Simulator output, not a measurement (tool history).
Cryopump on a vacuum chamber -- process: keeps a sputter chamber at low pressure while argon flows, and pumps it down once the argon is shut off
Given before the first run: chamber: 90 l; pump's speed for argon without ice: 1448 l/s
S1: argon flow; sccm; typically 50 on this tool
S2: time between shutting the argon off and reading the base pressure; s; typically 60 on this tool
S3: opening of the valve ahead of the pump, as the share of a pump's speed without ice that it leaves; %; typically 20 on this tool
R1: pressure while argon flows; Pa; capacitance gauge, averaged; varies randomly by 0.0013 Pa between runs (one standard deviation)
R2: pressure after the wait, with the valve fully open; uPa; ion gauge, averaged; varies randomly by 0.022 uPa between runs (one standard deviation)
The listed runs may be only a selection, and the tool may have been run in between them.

run    hour  S1   S2  S3      R1    R2
  1       0  50   60  20  0.2939  2.74
  2    57.2  50   60  20  0.2941  2.77
  3   142.6  50   60  20  0.2942   2.9
  4   217.2  55   60  20  0.3244  2.97
  5     278  51   60  20  0.2996   3.1
  6   338.7  51   64  20  0.3029  2.96
  7   418.4  50   60  20  0.2969  3.19
  8   498.8  20   60  20  0.1199  3.17
  9   550.4  50   60  25  0.2394  3.27
 10   608.9  50   60  25  0.2379  3.44
 11   689.1  50   60  20  0.2974  3.39
 12   761.1  50   60  20  0.3005   3.6
 13   854.8  50   60  20  0.2997  3.66
 14   940.1  50   60  20  0.3009  3.76
 15     988  50   60  20  0.3018   3.7
 16  1033.1  50   27  20  0.2999  4.42
 17  1080.6  50   27  20   0.302  4.29
     1091.5  -- leaking fittings of the chamber tightened, without venting
 18  1130.7  47   27  17  0.3343  1.15
 19  1227.7  26  220  25  0.1281  0.45
 20  1273.5  75   60  33  0.2828  0.78
 21  1355.8  44  164  15   0.356  0.64
 22  1405.3  60  257  43   0.179  0.64
 23  1491.7  60  257  43  0.1817  0.75
 24  1537.4  60  257  43  0.1818  0.77
 25  1620.5  97   27  20  0.5962  1.57
 26  1668.6  56  106  21  0.3305  1.01
 27  1722.5  56  106  21  0.3327  1.06
 28  1782.5  25  106  56  0.0626  1.11
     1795.4  -- pump warmed up, emptied and cooled again
 29  1844.2  86   72  20  0.5055  1.03
 30  1895.8  68  119  20  0.3987  1.04
 31  1968.8  58  119  26  0.2633  1.05
 32  2036.6  50   45  47  0.1269  1.41
 33  2110.8  50   93  37  0.1606  1.19
 34  2174.6  41  111  32  0.1505  1.25

For some of the steps in R1 from one run to the next: how much would appear even if the tool had no hidden state, given the settings, what came in and random variation, and how much remains for the hidden state plus any gauge scatter that the measured result and the result without hidden state don't share?
Hidden state at play: pump's speed, % of a pump's without ice; cold plate's temperature, K; leak into the chamber, uPa l/s; drift of the gauge itself on working_pa, %; drift of the gauge itself on base_upa, %.
Run 19 -> 20: S1 26 -> 75, S2 220 -> 60, S3 25 -> 33. R1 +0.1547 Pa: hidden state +0.0129, all else +0.1418.
Run 24 -> 25: S1 60 -> 97, S2 257 -> 27, S3 43 -> 20. R1 +0.4144 Pa: hidden state +0.0131, all else +0.4013.
Run 25 -> 26: S1 97 -> 56, S2 27 -> 106, S3 20 -> 21. R1 -0.2657 Pa: hidden state -0.0127, all else -0.253.
Run 27 -> 28: S1 56 -> 25, S3 21 -> 56. R1 -0.2701 Pa: hidden state -0.0107, all else -0.2594.
Run 28 -> 29: S1 25 -> 86, S2 106 -> 72, S3 56 -> 20, pump warmed up, emptied and cooled again. R1 +0.4429 Pa: hidden state -0.007, all else +0.4499.
